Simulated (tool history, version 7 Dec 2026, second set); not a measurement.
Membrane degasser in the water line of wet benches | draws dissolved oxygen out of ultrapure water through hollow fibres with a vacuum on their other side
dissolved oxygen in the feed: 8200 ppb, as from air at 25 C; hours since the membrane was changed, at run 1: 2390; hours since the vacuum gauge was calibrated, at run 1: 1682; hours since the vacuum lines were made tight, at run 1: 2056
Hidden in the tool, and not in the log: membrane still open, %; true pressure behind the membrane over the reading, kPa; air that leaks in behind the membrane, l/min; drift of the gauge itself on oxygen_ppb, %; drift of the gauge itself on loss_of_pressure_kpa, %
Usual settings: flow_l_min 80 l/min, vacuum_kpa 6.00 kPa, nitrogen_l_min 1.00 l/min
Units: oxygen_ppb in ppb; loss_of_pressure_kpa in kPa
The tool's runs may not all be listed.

run    hour  flow_l_min  vacuum_kpa  nitrogen_l_min  hours since the membrane was changed  hours since the vacuum gauge was calibrated  hours since the vacuum lines were made tight  oxygen_ppb  loss_of_pressure_kpa
  1     0.0          80        6.00            1.00                                  2390                                         1682                                          2056       378.9                 60.82
  2   129.2          80        6.00            1.00                                  2519                                         1812                                          2185       384.8                 60.71
  3   310.3          80        6.00            1.00                                  2700                                         1993                                          2367       377.5                 60.48
  4   489.7          80        6.00            1.00                                  2880                                         2172                                          2546       379.1                 60.62
  5   675.7          80        6.00            1.00                                  3065                                         2358                                          2732       377.9                 61.02
  6   836.9          80        6.00            1.00                                  3227                                         2519                                          2893       378.9                 61.09
  7  1037.7          80        6.00            1.00                                  3427                                         2720                                          3094       378.1                 60.79
  8  1188.4          80        6.00            1.00                                  3578                                         2871                                          3245       381.9                 60.85
  9  1289.5          80        6.00            1.00                                  3679                                         2972                                          3346       379.3                 61.02
 10  1469.6          80        6.00            1.00                                  3859                                         3152                                          3526       386.3                 60.80
 11  1582.2          80        6.00            1.00                                  3972                                         3265                                          3638       380.1                 60.94
 12  1772.8          80        6.00            1.00                                  4163                                         3455                                          3829       385.0                 60.76
 13  1960.6          80        6.00            1.00                                  4350                                         3643                                          4017       392.8                 60.98
 14  2187.4          80        6.00            1.00                                  4577                                         3870                                          4244       384.4                 61.01
 15  2383.9          73        6.00            1.00                                  4774                                         4066                                          4440       365.0                 55.69
     2398.3  -- vacuum gauge calibrated
 16  2617.8         110        3.90            1.33                                  5007                                          219                                          4673       151.1                 84.07
 17  2754.0          75        5.27            0.51                                  5143                                          356                                          4810       435.1                 57.02
 18  2932.2          75        7.46            0.52                                  5322                                          534                                          4988       794.9                 56.92
 19  3150.3          75        7.46            0.52                                  5540                                          752                                          5206       797.0                 57.19
     3322.2  -- vacuum gauge calibrated, once more
 20  3327.0          75        7.46            0.52                                  5716                                            5                                          5382       765.9                 57.44
 21  3518.7          78       14.31            0.52                                  5907                                          196                                          5574      1879.7                 59.84
 22  3674.2          54       14.64            0.71                                  6063                                          352                                          5729      1308.6                 41.29
 23  3810.2          54       14.64            0.71                                  6199                                          488                                          5865      1305.4                 41.30
 24  3929.6          54       14.64            0.71                                  6318                                          607                                          5985      1311.9                 41.31
 25  4144.5          56       14.47            1.00                                  6533                                          822                                          6200      1047.6                 43.03
 26  4376.2          53       11.96            1.00                                  6765                                         1054                                          6431       807.5                 40.79
 27  4504.4         106        5.60            0.63                                  6893                                         1182                                          6560       497.4                 80.97
 28  4626.0         106        6.31            2.64                                  7015                                         1304                                          6681       263.5                 81.12
 29  4834.8          50        6.00            0.92                                  7224                                         1513                                          6890       280.9                 38.35

Forecast each of these 4 alternatives for the next run:
  A  4940.1          58        6.00            0.61                                  7329                                         1618                                          6995           ?                     ?
  B  4940.1          80        5.41            2.69                                  7329                                         1618                                          6995           ?                     ?
  C  4940.1          80        6.00            0.92                                  7329                                         1618                                          6995           ?                     ?
  D  4940.1          54        8.07            1.00                                  7329                                         1618                                          6995           ?                     ?

run  oxygen_ppb  loss_of_pressure_kpa
  A       407.5                 44.43
  B       144.4                 61.23
  C       392.9                 61.37
  D       475.8                 41.76
Without the tool's hidden state the same runs would have given:
run  oxygen_ppb  loss_of_pressure_kpa
  A       402.9                 43.54
  B       140.4                 60.00
  C       387.1                 60.14
  D       471.6                 40.92
